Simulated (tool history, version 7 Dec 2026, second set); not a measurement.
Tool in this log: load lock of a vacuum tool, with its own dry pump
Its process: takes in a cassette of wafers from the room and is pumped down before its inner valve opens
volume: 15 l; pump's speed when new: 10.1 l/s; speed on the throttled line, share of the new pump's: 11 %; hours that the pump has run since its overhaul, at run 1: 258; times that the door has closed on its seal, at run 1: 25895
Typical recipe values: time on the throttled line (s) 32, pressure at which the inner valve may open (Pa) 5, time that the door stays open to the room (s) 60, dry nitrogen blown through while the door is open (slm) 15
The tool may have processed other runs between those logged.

run,hour,time on the throttled line (s),pressure at which the inner valve may open (Pa),time that the door stays open to the room (s),dry nitrogen blown through while the door is open (slm),hours that the pump has run since its overhaul,times that the door has closed on its seal,"incoming humidity of the room's air, %",time from the closed door until the inner valve may open (s),rise of the pressure with all valves shut (Pa/min)
1,0,32,5,60,15,258,25895,42.2,43.8,0.146
2,437.3,32,5,60,15,695,26398,45.6,44,0.153
3,1018.4,32,5,60,13,1276,27067,48.2,43.8,0.165
4,1506.3,36,5,60,13,1764,27629,45.5,47.4,0.159
5,2124.9,36,5,60,13,2383,28341,42.9,47.7,0.163
6,2523.6,36,5,60,13,2782,28801,44.1,47.7,0.168
7,2873.3,32,5,60,15,3131,29203,44.5,43.7,0.164
8,3335,37,5,60,15,3593,29735,51.1,48.7,0.177
9,3873.6,37,5,60,15,4132,30355,43,48.6,0.176
10,4424,37,5,60,15,4682,30989,46.8,48.9,0.179
11,4913.6,37,5,60,15,5172,31553,43.6,48.5,0.182
12,5295.7,37,5,60,20,5554,31993,44.8,48.8,0.174
13,5678,37,5,60,20,5936,32433,46.6,48.7,0.184
14,6189.5,37,5,60,20,6447,33022,47.4,48.9,0.19
15,6832.4,37,5,60,20,7090,33762,46.7,49.1,0.193
16,7238,32,5,60,15,7496,34229,43.4,44.3,0.204
17,7592.6,32,5,60,15,7850,34638,45.8,45.1,0.209
18,7930.8,32,5,60,15,8189,35027,42,44.7,0.204
19,8503.9,32,5,60,15,8762,35687,47.7,45.1,0.217
20,8906,27,7,60,15,9164,36150,42.8,40,0.22
21,9205.7,27,7,60,15,9464,36495,40.7,39.9,0.213
22,9659.8,55,7,60,15,9918,37018,44.3,64.9,0.225
# hour 9935.1: dry pump taken out, an overhauled one fitted
23,10279.7,42,5,26,4,345,37725,44.1,52.6,0.226
24,10572.6,42,5,26,4,637,38062,45.3,52.7,0.23
25,11020.8,60,5,26,4,1086,38578,45.9,69.1,0.235
26,11569.4,60,5,26,4,1634,39210,44.5,69.5,0.226
27,12082.1,60,5,26,4,2147,39801,41.1,68.8,0.237
28,12518.5,32,6,195,15,2583,40303,42.3,43.9,0.291
29,12927.1,32,6,195,15,2992,40774,43.7,44.1,0.306
30,13516.1,32,6,195,15,3581,41452,46.1,44,0.312
31,14198.5,32,6,195,15,4263,42238,41.3,44.1,0.313
32,14507.8,32,6,195,15,4573,42594,44.8,44.1,0.324
33,14936.1,32,6,195,15,5001,43087,48.5,44.6,0.33
34,15615.5,32,5,88,15,5680,43869,45.4,44.6,0.295
# hour 15779.6: door's seal changed, seat wiped
35,16094.6,32,7,88,15,6158,362,40.6,44,0.054
36,16758.9,32,5,38,15,6822,1127,45.9,45.1,0.039
37,17427.8,32,5,38,15,7491,1898,45.4,44.8,0.044

What if the next run were any one of these 4? Each begins from the tool's condition after run 37:
A,17860.1,28,6,60,9,7924,2395,47.8,?,?
B,17860.1,32,4,60,11,7924,2395,46.4,?,?
C,17860.1,32,9,60,6,7924,2395,44.1,?,?
D,17860.1,32,8,60,15,7924,2395,43.6,?,?

run,time from the closed door until the inner valve may open (s),rise of the pressure with all valves shut (Pa/min)
A,41.1,0.064
B,45.5,0.068
C,44.1,0.076
D,43.9,0.062
With the hidden condition removed and each run's random variation left untouched, the same runs would have given:
run,time from the closed door until the inner valve may open (s),rise of the pressure with all valves shut (Pa/min)
A,39.7,0.063
B,44,0.067
C,42.7,0.074
D,42.6,0.061
